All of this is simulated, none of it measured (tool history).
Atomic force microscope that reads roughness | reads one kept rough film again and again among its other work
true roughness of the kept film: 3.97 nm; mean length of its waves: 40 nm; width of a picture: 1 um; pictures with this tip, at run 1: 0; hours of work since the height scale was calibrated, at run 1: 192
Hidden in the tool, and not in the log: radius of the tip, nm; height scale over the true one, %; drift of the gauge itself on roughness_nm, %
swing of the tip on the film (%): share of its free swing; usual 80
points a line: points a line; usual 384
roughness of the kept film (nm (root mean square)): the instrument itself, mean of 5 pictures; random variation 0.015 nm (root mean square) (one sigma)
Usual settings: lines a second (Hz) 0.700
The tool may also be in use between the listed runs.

run   hour  lines a second (Hz)  swing of the tip on the film (%)  points a line  pictures with this tip  hours of work since the height scale was calibrated  roughness of the kept film (nm (root mean square))
  1    0.0                0.700                                80            384                       0                                                  192                                               3.644
  2    7.5                0.700                                80            384                       9                                                  197                                               3.671
  3   16.0                0.700                                86            384                      18                                                  203                                               3.591
  4   22.5                0.700                                80            384                      26                                                  207                                               3.643
  5   30.2                0.700                                80            384                      35                                                  212                                               3.600
  6   35.4                0.700                                80            384                      41                                                  216                                               3.606
  7   44.3                0.700                                80            384                      51                                                  222                                               3.620
      45.7  -- height scale calibrated on a step standard
  8   53.4                0.700                                80            384                      60                                                    5                                               3.585
  9   63.7                0.700                                80            384                      72                                                   12                                               3.574
 10   70.7                0.700                                80            384                      80                                                   17                                               3.573
 11   76.8                3.635                                80            384                      87                                                   21                                               3.185
 12   85.5                0.506                                69            877                      97                                                   27                                               3.626
      90.8  -- height scale calibrated on a step standard, once more
 13   93.9                2.815                                69            877                     106                                                    2                                               3.420
 14   99.9                2.162                                80            445                     113                                                    6                                               3.349
 15  109.1                2.162                                80            445                     124                                                   12                                               3.329
 16  114.8                0.650                                87            386                     130                                                   16                                               3.521
 17  125.9                0.650                                62            386                     143                                                   23                                               3.569
 18  132.8                0.650                                62            386                     151                                                   28                                               3.562
 19  139.7                3.910                                57            384                     159                                                   33                                               3.422
 20  151.3                0.541                                77            716                     172                                                   40                                               3.516
 21  157.8                0.541                                77            716                     180                                                   45                                               3.510
 22  166.0                0.541                                77            758                     189                                                   50                                               3.494

4 ways to go on from here, each from the tool as it stands after run 22. What would each give?
  A  173.3                1.314                                57            854                     198                                                   55                                                   ?
  B  173.3                0.760                                61            758                     198                                                   55                                                   ?
  C  173.3                0.541                                71            758                     198                                                   55                                                   ?
  D  173.3                2.257                                80            384                     198                                                   55                                                   ?

run  roughness of the kept film (nm (root mean square))
  A                                               3.495
  B                                               3.523
  C                                               3.525
  D                                               3.242
Without the tool's hidden state the same runs would have given:
run  roughness of the kept film (nm (root mean square))
  A                                               3.713
  B                                               3.743
  C                                               3.744
  D                                               3.444
